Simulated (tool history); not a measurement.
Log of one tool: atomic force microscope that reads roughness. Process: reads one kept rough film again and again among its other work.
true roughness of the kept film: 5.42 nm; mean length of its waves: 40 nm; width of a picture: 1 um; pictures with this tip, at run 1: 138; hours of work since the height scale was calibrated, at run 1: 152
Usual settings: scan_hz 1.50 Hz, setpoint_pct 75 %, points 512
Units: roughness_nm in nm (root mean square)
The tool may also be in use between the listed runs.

| run | hour | scan_hz | setpoint_pct | points | pictures with this tip | hours of work since the height scale was calibrated | roughness_nm |
|---|---|---|---|---|---|---|---|
| 1 | 0.0 | 1.50 | 75 | 512 | 138 | 152 | 4.213 |
| 2 | 14.5 | 1.50 | 75 | 512 | 154 | 160 | 4.232 |
| 3 | 37.6 | 1.50 | 75 | 512 | 180 | 172 | 4.193 |
| 4 | 58.3 | 1.50 | 75 | 512 | 203 | 183 | 4.215 |
| 5 | 79.6 | 1.50 | 75 | 512 | 226 | 194 | 4.203 |
| 6 | 96.3 | 1.50 | 75 | 512 | 245 | 202 | 4.243 |
| 7 | 110.6 | 1.50 | 78 | 512 | 261 | 210 | 4.116 |
| 8 | 133.3 | 1.50 | 78 | 512 | 286 | 221 | 4.137 |
| 9 | 155.7 | 1.50 | 75 | 512 | 311 | 233 | 4.222 |
| 10 | 174.1 | 1.50 | 75 | 512 | 331 | 243 | 4.223 |
|  | 178.1 | new tip fitted |
| 11 | 186.6 | 1.50 | 75 | 512 | 10 | 249 | 4.243 |
| 12 | 208.2 | 1.50 | 75 | 512 | 33 | 260 | 4.232 |
| 13 | 224.4 | 1.50 | 75 | 512 | 52 | 268 | 4.223 |
| 14 | 241.9 | 1.35 | 75 | 512 | 71 | 277 | 4.287 |
| 15 | 263.5 | 1.14 | 75 | 512 | 95 | 288 | 4.352 |
| 16 | 280.4 | 1.14 | 75 | 512 | 114 | 297 | 4.354 |
| 17 | 299.4 | 1.50 | 75 | 512 | 135 | 307 | 4.239 |
| 18 | 320.8 | 1.50 | 75 | 512 | 158 | 318 | 4.206 |
| 19 | 336.2 | 2.57 | 81 | 611 | 175 | 326 | 3.681 |
| 20 | 353.5 | 2.72 | 74 | 271 | 195 | 335 | 3.870 |
| 21 | 372.8 | 0.81 | 68 | 691 | 216 | 345 | 4.564 |
| 22 | 396.9 | 0.81 | 68 | 691 | 243 | 357 | 4.534 |
| 23 | 416.7 | 0.81 | 68 | 691 | 265 | 368 | 4.572 |

Forecast run 24:
| 24 | 432.4 | 3.12 | 81 | 336 | 282 | 376 | ? |

{"run 24": {"roughness_nm": 3.489}}
Without the tool's hidden state the same run would have given roughness_nm 3.495 nm (root mean square).

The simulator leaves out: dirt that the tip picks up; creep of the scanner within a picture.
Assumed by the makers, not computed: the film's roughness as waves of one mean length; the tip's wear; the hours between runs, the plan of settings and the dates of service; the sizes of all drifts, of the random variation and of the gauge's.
